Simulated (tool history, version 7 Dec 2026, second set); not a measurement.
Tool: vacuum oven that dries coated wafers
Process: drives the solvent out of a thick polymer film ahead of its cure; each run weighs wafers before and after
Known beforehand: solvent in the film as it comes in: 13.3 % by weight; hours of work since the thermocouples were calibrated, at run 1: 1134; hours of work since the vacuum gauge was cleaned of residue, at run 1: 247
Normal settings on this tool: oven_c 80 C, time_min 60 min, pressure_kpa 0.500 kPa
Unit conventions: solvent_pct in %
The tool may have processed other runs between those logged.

run	hour	oven_c	time_min	pressure_kpa	hours of work since the thermocouples were calibrated	hours of work since the vacuum gauge was cleaned of residue	solvent_pct
1	0.0	80	60	0.500	1134	247	2.04
2	29.6	80	60	0.500	1156	268	2.03
3	44.8	65	60	0.500	1166	279	6.07
4	58.0	80	60	0.500	1176	288	2.08
5	81.5	72	60	0.500	1193	305	4.05
6	106.0	80	60	0.500	1210	323	2.12
7	132.2	71	60	0.500	1229	342	4.35
8	152.4	80	95	0.500	1244	356	0.93
9	169.2	80	95	0.500	1256	368	0.95
10	191.0	80	95	0.500	1271	384	0.98
11	207.4	80	95	0.500	1283	395	0.95
# hour 211.4: oven's thermocouples calibrated
12	240.4	80	95	0.500	21	418	0.82
13	265.5	82	32	0.629	39	436	3.63
14	296.2	88	31	0.500	61	458	2.22
15	323.9	88	41	0.500	81	478	1.41
16	339.5	88	41	0.500	92	489	1.44
17	357.0	80	82	0.500	104	501	1.13
18	384.2	75	60	1.483	124	521	3.62
19	400.0	88	60	0.353	135	532	0.63
20	414.0	88	60	0.353	145	542	0.66
21	439.5	88	60	0.353	164	560	0.61
22	455.2	93	54	0.477	175	572	0.42

Hidden state or all else? Some run-to-run changes of solvent_pct, split into what the settings, what came in and random variation would give without the hidden state, and what is left for the hidden state (with any gauge scatter that isn't in both results):
The hidden state here: true wafer temperature over the reading, C; true pressure over the reading, kPa; drift of the gauge itself on solvent_pct, %.
Run 2 -> 3: oven_c 80 -> 65. solvent_pct +4.04 %: hidden state +0.06, all else +3.98.
Run 3 -> 4: oven_c 65 -> 80. solvent_pct -3.99 %: hidden state -0.04, all else -3.95.
Run 7 -> 8: oven_c 71 -> 80, time_min 60 -> 95. solvent_pct -3.42 %: hidden state -0.13, all else -3.29.
Run 11 -> 12: oven's thermocouples calibrated. solvent_pct -0.13 %: hidden state -0.11, all else -0.02.
